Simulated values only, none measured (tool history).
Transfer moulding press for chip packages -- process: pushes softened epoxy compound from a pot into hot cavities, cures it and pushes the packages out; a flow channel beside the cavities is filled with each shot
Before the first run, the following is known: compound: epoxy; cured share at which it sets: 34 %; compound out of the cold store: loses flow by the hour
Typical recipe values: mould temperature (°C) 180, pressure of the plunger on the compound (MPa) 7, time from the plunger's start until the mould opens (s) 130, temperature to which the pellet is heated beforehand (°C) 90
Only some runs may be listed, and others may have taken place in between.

| run | hour | mould temperature (°C) | pressure of the plunger on the compound (MPa) | time from the plunger's start until the mould opens (s) | temperature to which the pellet is heated beforehand (°C) | incoming compound's hours out of the cold store | length that the compound runs in the flow channel (mm) | greatest force on the pins that push the packages out (N) |
|---|---|---|---|---|---|---|---|---|
| 1 | 0 | 180 | 7 | 130 | 90 | 24.1 | 531 | 359 |
|  | 48.2 | cavities cleaned with cleaning compound and waxed |
| 2 | 67.8 | 180 | 7 | 140 | 90 | 42.6 | 484 | 341 |
| 3 | 161.5 | 180 | 7 | 112 | 90 | 17.1 | 550 | 422 |
| 4 | 211.5 | 180 | 7 | 112 | 90 | 35.6 | 496 | 419 |
|  | 251 | cavities cleaned with cleaning compound and waxed |
| 5 | 256.5 | 180 | 7 | 136 | 90 | 28.8 | 518 | 354 |
|  | 320.7 | plunger's sealing rings changed |
| 6 | 338.1 | 180 | 7 | 136 | 90 | 42.7 | 478 | 354 |
| 7 | 397.4 | 180 | 7 | 130 | 90 | 44.4 | 480 | 364 |
|  | 457.2 | cavities cleaned with cleaning compound and waxed |
| 8 | 460.7 | 180 | 7 | 130 | 90 | 26 | 533 | 353 |
| 9 | 524.1 | 180 | 7 | 130 | 90 | 10.8 | 572 | 372 |
| 10 | 599.3 | 180 | 7 | 130 | 90 | 45.7 | 475 | 359 |
|  | 656.7 | cavities cleaned with cleaning compound and waxed |
| 11 | 664.3 | 180 | 7 | 130 | 90 | 22.3 | 542 | 364 |
| 12 | 718.2 | 180 | 7 | 130 | 90 | 13.3 | 568 | 371 |
| 13 | 759.9 | 180 | 7 | 130 | 90 | 31.1 | 509 | 354 |
| 14 | 805.3 | 180 | 7 | 130 | 90 | 12.1 | 572 | 371 |
| 15 | 847.3 | 180 | 7 | 130 | 90 | 25.2 | 534 | 368 |
|  | 857.9 | cavities cleaned with cleaning compound and waxed |
| 16 | 928.6 | 180 | 7.17 | 123 | 85 | 19.2 | 554 | 385 |
| 17 | 1022 | 184 | 6.27 | 133 | 90 | 39.2 | 460 | 352 |

Run 18 is up next; what results do you expect?
|  | 1059.9 | cavities cleaned with cleaning compound and waxed |
| 18 | 1096.6 | 184 | 6.27 | 133 | 90 | 40.5 | ? | ? |

length that the compound runs in the flow channel (mm): 456
greatest force on the pins that push the packages out (N): 322
With no hidden state in the tool, this same run would have given length that the compound runs in the flow channel (mm) 457, greatest force on the pins that push the packages out (N) 320.

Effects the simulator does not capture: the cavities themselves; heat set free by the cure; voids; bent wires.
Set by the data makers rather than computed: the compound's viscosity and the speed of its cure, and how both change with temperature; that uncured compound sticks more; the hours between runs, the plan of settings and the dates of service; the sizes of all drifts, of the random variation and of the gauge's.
